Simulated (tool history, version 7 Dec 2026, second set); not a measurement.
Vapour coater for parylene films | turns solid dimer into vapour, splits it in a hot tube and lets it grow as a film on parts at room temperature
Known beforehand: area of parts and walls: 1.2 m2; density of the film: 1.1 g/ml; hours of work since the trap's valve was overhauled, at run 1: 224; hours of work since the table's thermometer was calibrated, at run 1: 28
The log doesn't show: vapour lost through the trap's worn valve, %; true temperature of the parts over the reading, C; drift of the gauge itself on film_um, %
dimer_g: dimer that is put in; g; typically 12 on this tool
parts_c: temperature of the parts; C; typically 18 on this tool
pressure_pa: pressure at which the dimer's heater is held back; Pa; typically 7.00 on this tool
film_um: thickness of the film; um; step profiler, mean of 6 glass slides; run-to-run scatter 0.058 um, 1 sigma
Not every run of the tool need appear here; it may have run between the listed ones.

| run | hour | dimer_g | parts_c | pressure_pa | hours of work since the trap's valve was overhauled | hours of work since the table's thermometer was calibrated | film_um |
|---|---|---|---|---|---|---|---|
| 1 | 0.0 | 12 | 18 | 7.00 | 224 | 28 | 6.77 |
| 2 | 17.5 | 12 | 18 | 6.05 | 233 | 37 | 6.71 |
| 3 | 34.3 | 12 | 18 | 6.05 | 242 | 45 | 6.77 |
| 4 | 45.5 | 12 | 18 | 6.05 | 247 | 51 | 6.89 |
| 5 | 54.7 | 12 | 18 | 6.05 | 252 | 55 | 6.78 |
| 6 | 63.7 | 12 | 13 | 6.05 | 256 | 60 | 7.58 |
| 7 | 85.4 | 12 | 13 | 6.05 | 267 | 71 | 7.63 |
| 8 | 99.0 | 12 | 13 | 6.05 | 274 | 78 | 7.53 |
| 9 | 108.9 | 12 | 20 | 6.05 | 279 | 83 | 6.59 |
| 10 | 122.6 | 12 | 20 | 6.05 | 286 | 90 | 6.51 |
|  | 144.6 | trap's valve overhauled |
| 11 | 146.8 | 12 | 20 | 6.05 | 1 | 100 | 6.59 |
| 12 | 159.7 | 12 | 20 | 6.05 | 8 | 106 | 6.69 |
| 13 | 181.4 | 12 | 18 | 4.50 | 19 | 117 | 7.02 |
| 14 | 200.9 | 12 | 18 | 4.50 | 28 | 127 | 7.01 |
| 15 | 217.1 | 5 | 18 | 7.00 | 37 | 135 | 2.82 |
| 16 | 234.2 | 5 | 18 | 7.00 | 45 | 144 | 2.84 |
| 17 | 249.3 | 12 | 18 | 7.00 | 53 | 152 | 6.81 |
| 18 | 270.3 | 12 | 18 | 7.00 | 63 | 162 | 6.73 |
| 19 | 286.9 | 12 | 18 | 7.00 | 72 | 171 | 6.78 |
| 20 | 298.2 | 12 | 18 | 7.00 | 78 | 176 | 6.76 |
| 21 | 316.1 | 12 | 18 | 7.00 | 87 | 185 | 6.77 |
| 22 | 326.5 | 12 | 18 | 7.00 | 92 | 191 | 6.79 |
| 23 | 347.2 | 10 | 18 | 7.00 | 102 | 201 | 5.60 |
| 24 | 361.9 | 10 | 18 | 7.00 | 110 | 208 | 5.68 |
| 25 | 378.9 | 12 | 23 | 7.00 | 118 | 217 | 6.05 |
| 26 | 392.1 | 12 | 21 | 7.00 | 125 | 224 | 6.33 |
| 27 | 404.2 | 12 | 21 | 7.00 | 131 | 230 | 6.20 |
| 28 | 413.8 | 12 | 21 | 7.00 | 136 | 235 | 6.36 |
| 29 | 435.6 | 12 | 21 | 7.00 | 147 | 246 | 6.33 |
| 30 | 452.5 | 6 | 21 | 7.58 | 155 | 254 | 3.15 |
| 31 | 461.3 | 6 | 21 | 7.58 | 160 | 259 | 3.12 |
| 32 | 478.8 | 6 | 21 | 2.27 | 169 | 267 | 3.47 |
| 33 | 493.5 | 9 | 18 | 4.58 | 176 | 275 | 5.31 |
| 34 | 510.5 | 14 | 18 | 3.00 | 185 | 283 | 8.44 |
| 35 | 530.7 | 12 | 15 | 4.93 | 195 | 294 | 7.59 |
| 36 | 550.9 | 8 | 24 | 3.61 | 205 | 304 | 4.22 |
| 37 | 569.8 | 9 | 15 | 3.61 | 215 | 313 | 5.70 |
| 38 | 580.8 | 11 | 14 | 3.69 | 220 | 319 | 7.15 |
| 39 | 594.2 | 7 | 26 | 9.19 | 227 | 326 | 3.27 |
| 40 | 604.6 | 7 | 26 | 9.19 | 232 | 331 | 3.23 |
| 41 | 617.2 | 12 | 17 | 6.10 | 239 | 337 | 6.97 |
| 42 | 626.5 | 12 | 17 | 6.10 | 243 | 342 | 7.08 |
| 43 | 638.9 | 9 | 27 | 7.00 | 250 | 348 | 4.14 |
| 44 | 649.3 | 8 | 15 | 2.74 | 255 | 354 | 5.25 |
| 45 | 659.2 | 12 | 14 | 7.73 | 260 | 359 | 7.41 |
| 46 | 673.7 | 12 | 14 | 7.73 | 267 | 366 | 7.26 |
| 47 | 692.9 | 14 | 18 | 7.00 | 277 | 376 | 7.78 |
| 48 | 712.6 | 14 | 18 | 4.73 | 287 | 386 | 8.26 |

Pick out some run-to-run changes in film_um. Of each, how much would a tool without hidden state show as well, from the settings, what came in and chance, and how much is left for the hidden state and any gauge scatter not in both results compared?
Run 10 -> 11: trap's valve overhauled. film_um +0.08 um: hidden state +0.05, all else +0.03.
Run 14 -> 15: dimer_g 12 -> 5, pressure_pa 4.50 -> 7.00. film_um -4.19 um: hidden state +0.00, all else -4.19.
Run 16 -> 17: dimer_g 5 -> 12. film_um +3.97 um: hidden state +0.00, all else +3.97.
Run 38 -> 39: dimer_g 11 -> 7, parts_c 14 -> 26, pressure_pa 3.69 -> 9.19. film_um -3.88 um: hidden state +0.03, all else -3.91.
Run 42 -> 43: dimer_g 12 -> 9, parts_c 17 -> 27, pressure_pa 6.10 -> 7.00. film_um -2.94 um: hidden state +0.03, all else -2.97.
